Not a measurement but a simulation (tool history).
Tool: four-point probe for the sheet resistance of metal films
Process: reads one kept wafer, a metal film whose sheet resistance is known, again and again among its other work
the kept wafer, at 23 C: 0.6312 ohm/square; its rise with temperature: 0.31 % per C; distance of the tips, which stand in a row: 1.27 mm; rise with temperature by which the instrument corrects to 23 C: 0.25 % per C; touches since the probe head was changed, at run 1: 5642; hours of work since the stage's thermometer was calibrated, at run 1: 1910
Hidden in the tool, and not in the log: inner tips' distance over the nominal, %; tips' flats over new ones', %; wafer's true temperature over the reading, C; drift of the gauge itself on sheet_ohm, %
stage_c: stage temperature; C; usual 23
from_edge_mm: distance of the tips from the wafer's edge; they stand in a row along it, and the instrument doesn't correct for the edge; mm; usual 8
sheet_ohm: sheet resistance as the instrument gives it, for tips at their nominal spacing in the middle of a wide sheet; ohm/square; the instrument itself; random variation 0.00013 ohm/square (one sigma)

run	day	stage_c	from_edge_mm	touches since the probe head was changed	hours of work since the stage's thermometer was calibrated	sheet_ohm
1	0.000	23	8	5642	1910	0.639653
2	0.325	19	8	5897	1914	0.638268
3	0.708	19	8	6200	1920	0.637983
4	1.246	19	8	6621	1928	0.637960
5	1.612	19	8	6910	1934	0.638214
6	2.267	19	8	7423	1944	0.637972
7	2.612	19	8	7696	1949	0.637830
8	2.946	19	8	7957	1954	0.638200
9	3.479	23	8	8375	1962	0.640031
10	3.958	23	8	8750	1969	0.639998
11	4.242	23	8	8975	1974	0.639816
12	4.854	23	3	9457	1983	0.686196
13	5.492	21	75	9956	1993	0.630614
14	6.000	21	75	10356	2000	0.630566
15	6.450	29	7	10708	2007	0.644506
16	6.917	22	12	11075	2014	0.634736
17	7.533	34	56	11561	2024	0.635639
18	8.050	21	56	11967	2031	0.630561
19	8.396	21	56	12236	2037	0.630723
20	8.888	22	4	12624	2044	0.663380
21	9.308	28	30	12953	2050	0.633670
22	9.600	34	19	13184	2055	0.637049
23	10.221	32	32	13672	2064	0.635094
24	10.617	32	32	13982	2070	0.635346

3 ways to go on from here, each from the tool as it stands after run 24. What would each give?
A	10.954	23	20	14246	2075	?
B	10.954	33	69	14246	2075	?
C	10.954	26	32	14246	2075	?

run	sheet_ohm
A	0.632533
B	0.635091
C	0.632895
Without the tool's hidden state the same runs would have given:
run	sheet_ohm
A	0.632487
B	0.635044
C	0.632849

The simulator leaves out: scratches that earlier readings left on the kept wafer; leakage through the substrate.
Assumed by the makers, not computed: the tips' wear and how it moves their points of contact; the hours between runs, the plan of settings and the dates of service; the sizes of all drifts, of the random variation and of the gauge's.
